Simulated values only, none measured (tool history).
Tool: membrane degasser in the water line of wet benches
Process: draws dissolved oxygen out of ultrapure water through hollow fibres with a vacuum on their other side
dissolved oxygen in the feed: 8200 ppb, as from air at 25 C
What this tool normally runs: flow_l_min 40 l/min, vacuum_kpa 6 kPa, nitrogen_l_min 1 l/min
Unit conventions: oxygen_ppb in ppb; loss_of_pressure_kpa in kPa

| run | hour | flow_l_min | vacuum_kpa | nitrogen_l_min | oxygen_ppb | loss_of_pressure_kpa |
|---|---|---|---|---|---|---|
| 1 | 0 | 40 | 6 | 1 | 324.3 | 40.05 |
| 2 | 76.3 | 40 | 9.08 | 1 | 553.2 | 40.16 |
| 3 | 120.3 | 40 | 6 | 1 | 319.5 | 40.57 |
| 4 | 175.8 | 40 | 6 | 1 | 325.2 | 40.4 |
| 5 | 249 | 40 | 6 | 1 | 322.8 | 40.58 |
| 6 | 329.5 | 40 | 6 | 1 | 328.4 | 40.29 |
| 7 | 390.3 | 40 | 6 | 1 | 326 | 40.38 |
| 8 | 427.7 | 40 | 6 | 1 | 326.9 | 40.41 |
| 9 | 476.9 | 40 | 3.82 | 1.4 | 152.3 | 40.28 |
| 10 | 532.8 | 40 | 3.82 | 1.4 | 151 | 40.26 |
| 11 | 605.8 | 40 | 3.82 | 1.4 | 151.4 | 40.65 |
| 12 | 650.8 | 37 | 5.83 | 1 | 288.4 | 37.47 |
| 13 | 710.2 | 26 | 9.88 | 1.46 | 287.2 | 26.12 |
| 14 | 784.6 | 40 | 4.38 | 0.58 | 247 | 40.68 |
| 15 | 844.7 | 59 | 8.18 | 0.48 | 1079.4 | 59.78 |
| 16 | 887.5 | 41 | 6 | 1 | 342.4 | 41.83 |

Subtracting, for every run, the result it would have given without the tool's unlogged condition from the measured result gives the following. The same run-to-run variation enters both numbers; the gauge's scatter may not:
Hidden state at play: membrane still open, %; true pressure behind the membrane over the reading, kPa; air that leaks in behind the membrane, l/min; drift of the gauge itself on oxygen_ppb, %; drift of the gauge itself on loss_of_pressure_kpa, %.
| run | oxygen_ppb | loss_of_pressure_kpa |
|---|---|---|
| 1 | +4.1 | +0.52 |
| 2 | +4.4 | +0.52 |
| 3 | +4.6 | +0.53 |
| 4 | +5 | +0.54 |
| 5 | +5.3 | +0.56 |
| 6 | +5.8 | +0.57 |
| 7 | +6 | +0.58 |
| 8 | +6.3 | +0.59 |
| 9 | +6.9 | +0.59 |
| 10 | +7.1 | +0.61 |
| 11 | +7.4 | +0.62 |
| 12 | +6.4 | +0.58 |
| 13 | +3.7 | +0.41 |
| 14 | +7.9 | +0.65 |
| 15 | +12.2 | +0.97 |
| 16 | +9 | +0.68 |
